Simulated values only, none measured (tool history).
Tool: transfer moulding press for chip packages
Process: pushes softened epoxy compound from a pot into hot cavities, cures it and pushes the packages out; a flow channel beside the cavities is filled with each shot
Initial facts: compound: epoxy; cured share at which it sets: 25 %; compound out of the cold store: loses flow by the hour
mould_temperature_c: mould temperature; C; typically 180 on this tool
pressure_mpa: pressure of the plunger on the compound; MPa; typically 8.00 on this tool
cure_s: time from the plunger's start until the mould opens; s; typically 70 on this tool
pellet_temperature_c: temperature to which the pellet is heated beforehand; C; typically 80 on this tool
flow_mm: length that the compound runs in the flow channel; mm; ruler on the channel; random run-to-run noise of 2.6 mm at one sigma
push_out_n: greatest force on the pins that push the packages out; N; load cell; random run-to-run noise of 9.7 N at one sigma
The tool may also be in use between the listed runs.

| run | day | mould_temperature_c | pressure_mpa | cure_s | pellet_temperature_c | incoming compound's hours out of the cold store | flow_mm | push_out_n |
|---|---|---|---|---|---|---|---|---|
| 1 | 0.000 | 180 | 8.00 | 70 | 80 | 29.7 | 788 | 530 |
| 2 | 0.362 | 180 | 8.00 | 70 | 80 | 10.4 | 881 | 558 |
| 3 | 0.671 | 180 | 6.88 | 70 | 80 | 18.8 | 779 | 569 |
| 4 | 1.046 | 180 | 6.88 | 70 | 80 | 12.4 | 808 | 620 |
| 5 | 1.350 | 180 | 6.88 | 70 | 80 | 16.9 | 785 | 621 |
| 6 | 1.588 | 180 | 6.88 | 70 | 80 | 24.1 | 752 | 626 |
| 7 | 1.967 | 180 | 6.88 | 70 | 80 | 27.4 | 739 | 613 |
| 8 | 2.175 | 180 | 6.88 | 70 | 80 | 35.3 | 708 | 642 |
| 9 | 2.362 | 180 | 8.00 | 70 | 80 | 47.7 | 706 | 626 |
| 10 | 2.542 | 180 | 6.94 | 70 | 80 | 38.6 | 695 | 633 |
| 11 | 2.829 | 180 | 6.94 | 70 | 80 | 39.1 | 696 | 660 |
| 12 | 3.058 | 180 | 6.94 | 70 | 80 | 32.2 | 720 | 646 |
| 13 | 3.396 | 180 | 6.94 | 70 | 80 | 28.5 | 737 | 665 |
| 14 | 3.758 | 180 | 8.00 | 70 | 81 | 42.7 | 726 | 646 |
|  | 3.858 | mould's thermocouples calibrated |
| 15 | 4.025 | 180 | 8.00 | 53 | 75 | 45.4 | 715 | 1362 |
|  | 4.288 | cavities cleaned with cleaning compound and waxed |
| 16 | 4.358 | 174 | 8.43 | 87 | 81 | 39.9 | 765 | 399 |
| 17 | 4.700 | 180 | 8.00 | 70 | 86 | 28.8 | 786 | 464 |

Forecast run 18:
| 18 | 5.067 | 180 | 8.00 | 70 | 86 | 42.4 | ? | ? |

Run 18 gave flow_mm 726 mm, push_out_n 495 N.
Had the tool carried no hidden state, the very same run would have given flow_mm 755 mm, push_out_n 419 N.
